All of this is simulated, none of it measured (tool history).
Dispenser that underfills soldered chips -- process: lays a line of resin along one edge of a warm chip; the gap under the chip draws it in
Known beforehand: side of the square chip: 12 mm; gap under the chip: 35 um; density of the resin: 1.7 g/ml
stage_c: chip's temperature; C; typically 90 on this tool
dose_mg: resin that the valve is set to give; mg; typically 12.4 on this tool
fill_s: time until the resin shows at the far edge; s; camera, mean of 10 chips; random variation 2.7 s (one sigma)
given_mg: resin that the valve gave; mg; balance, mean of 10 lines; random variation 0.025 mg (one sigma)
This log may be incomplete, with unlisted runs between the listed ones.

run 1 day=0 | stage_c=90 dose_mg=12.4 | fill_s=273.4 given_mg=12.27
run 2 day=0.246 | stage_c=90 dose_mg=12.4 | fill_s=360.1 given_mg=12.28
-- day=0.471 new syringe of resin
run 3 day=0.488 | stage_c=90 dose_mg=12.4 | fill_s=270.9 given_mg=12.26
run 4 day=0.654 | stage_c=90 dose_mg=12.4 | fill_s=329.8 given_mg=12.29
run 5 day=0.888 | stage_c=90 dose_mg=12.4 | fill_s=415.5 given_mg=12.23
-- day=0.942 new syringe of resin
run 6 day=1.138 | stage_c=90 dose_mg=12.4 | fill_s=340.8 given_mg=12.15
run 7 day=1.4 | stage_c=90 dose_mg=12.4 | fill_s=432.5 given_mg=12.17
-- day=1.421 new syringe of resin
-- day=1.504 dispensing valve cleaned and set on the balance
run 8 day=1.571 | stage_c=90 dose_mg=12.4 | fill_s=292 given_mg=12.42
run 9 day=1.762 | stage_c=77 dose_mg=12.4 | fill_s=565.7 given_mg=12.46
run 10 day=1.892 | stage_c=77 dose_mg=12.4 | fill_s=639.9 given_mg=12.4
-- day=1.942 new syringe of resin
run 11 day=2.129 | stage_c=77 dose_mg=12.4 | fill_s=490.4 given_mg=12.37
run 12 day=2.342 | stage_c=101 dose_mg=10.6 | fill_s=301.9 given_mg=10.54
-- day=2.417 new syringe of resin
run 13 day=2.538 | stage_c=82 dose_mg=14.9 | fill_s=373.2 given_mg=14.79
run 14 day=2.646 | stage_c=88 dose_mg=14.3 | fill_s=348.7 given_mg=14.22
run 15 day=2.867 | stage_c=88 dose_mg=14.3 | fill_s=451.7 given_mg=14.21
-- day=2.892 new syringe of resin
run 16 day=3.108 | stage_c=94 dose_mg=14.9 | fill_s=284.7 given_mg=14.74
run 17 day=3.279 | stage_c=94 dose_mg=14.2 | fill_s=341.3 given_mg=14.04
-- day=3.379 new syringe of resin
run 18 day=3.508 | stage_c=94 dose_mg=14.2 | fill_s=258.6 given_mg=14.01
run 19 day=3.729 | stage_c=94 dose_mg=14.2 | fill_s=327.4 given_mg=14.05
-- day=3.854 new syringe of resin
-- day=3.938 dispensing valve cleaned and set on the balance
run 20 day=3.996 | stage_c=95 dose_mg=14.6 | fill_s=247.7 given_mg=14.67

Below are 3 alternative next runs, each starting from the tool's condition after run 20. Predict each:
run A day=4.188 | stage_c=79 dose_mg=14.1 | fill_s=? given_mg=?
run B day=4.188 | stage_c=91 dose_mg=13.5 | fill_s=? given_mg=?
run C day=4.188 | stage_c=83 dose_mg=11.8 | fill_s=? given_mg=?

run=A fill_s=508.1 given_mg=14.11
run=B fill_s=348.7 given_mg=13.47
run=C fill_s=460.1 given_mg=11.8
Without the tool's hidden state the same runs would have given:
run=A fill_s=374.4 given_mg=14.11
run=B fill_s=256.5 given_mg=13.48
run=C fill_s=338.7 given_mg=11.8

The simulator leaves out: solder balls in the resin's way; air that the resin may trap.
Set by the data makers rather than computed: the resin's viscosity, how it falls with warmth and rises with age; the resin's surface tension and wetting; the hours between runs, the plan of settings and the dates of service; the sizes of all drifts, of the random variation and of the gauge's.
